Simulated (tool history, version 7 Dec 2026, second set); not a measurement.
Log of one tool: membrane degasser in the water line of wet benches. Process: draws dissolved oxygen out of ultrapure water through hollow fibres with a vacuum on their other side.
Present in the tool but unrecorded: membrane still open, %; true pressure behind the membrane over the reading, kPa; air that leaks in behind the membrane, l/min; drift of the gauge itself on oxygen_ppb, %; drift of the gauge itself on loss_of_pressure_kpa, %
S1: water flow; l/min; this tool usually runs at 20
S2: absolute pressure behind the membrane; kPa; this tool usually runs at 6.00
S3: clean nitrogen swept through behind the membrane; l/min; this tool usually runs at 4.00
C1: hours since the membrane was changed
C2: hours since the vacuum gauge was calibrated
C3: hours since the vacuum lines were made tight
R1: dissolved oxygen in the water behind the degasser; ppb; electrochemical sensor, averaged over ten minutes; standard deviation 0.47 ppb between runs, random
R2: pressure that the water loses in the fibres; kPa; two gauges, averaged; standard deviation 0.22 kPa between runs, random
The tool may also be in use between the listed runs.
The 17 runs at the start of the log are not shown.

run    hour  S1     S2    S3    C1    C2     C3     R1     R2
 18  2151.4  18  13.65  2.67  5140   126  11544  178.9  49.22
 19  2340.8  18  13.65  2.67  5330   315  11734  177.3  49.82
 20  2431.6  18  13.65  2.67  5421   406  11824  174.2  49.17
     2543.5  -- seals of the vacuum lines changed
 21  2567.6  17   6.00  9.89  5555   540     24   13.2  46.38
 22  2711.6  17   6.00  9.89  5699   684    168   13.3  46.62
 23  2800.8  28  11.00  1.63  5788   773    257  304.7  76.87
 24  2951.5  32   7.44  9.70  5938   924    408   49.8  87.64
 25  3110.4  13  10.97  2.85  6097  1083    567   87.5  36.02
 26  3247.8  24   3.78  4.00  6235  1220    704   14.4  66.15
 27  3340.9  24   3.78  4.00  6328  1313    797   13.6  65.93
 28  3479.9  31   6.00  2.71  6467  1452    936   88.1  85.18
 29  3564.2  31   6.00  2.71  6551  1536   1021   88.4  85.08
 30  3713.8  31   6.00  2.71  6701  1686   1170   88.7  85.21

Below are 3 alternative next runs, each starting from the tool's condition after run 30. Predict each:
  A  3844.8  27   7.56   3.84  6832  1817  1301   ?   ?
  B  3844.8  20   6.00  10.15  6832  1817  1301   ?   ?
  C  3844.8  20  12.54   1.72  6832  1817  1301   ?   ?

run     R1     R2
  A   81.6  74.43
  B   17.1  55.28
  C  252.7  55.55
With no hidden state in the tool, these same runs would have given:
run     R1     R2
  A   79.3  71.41
  B   16.2  53.04
  C  250.8  53.30

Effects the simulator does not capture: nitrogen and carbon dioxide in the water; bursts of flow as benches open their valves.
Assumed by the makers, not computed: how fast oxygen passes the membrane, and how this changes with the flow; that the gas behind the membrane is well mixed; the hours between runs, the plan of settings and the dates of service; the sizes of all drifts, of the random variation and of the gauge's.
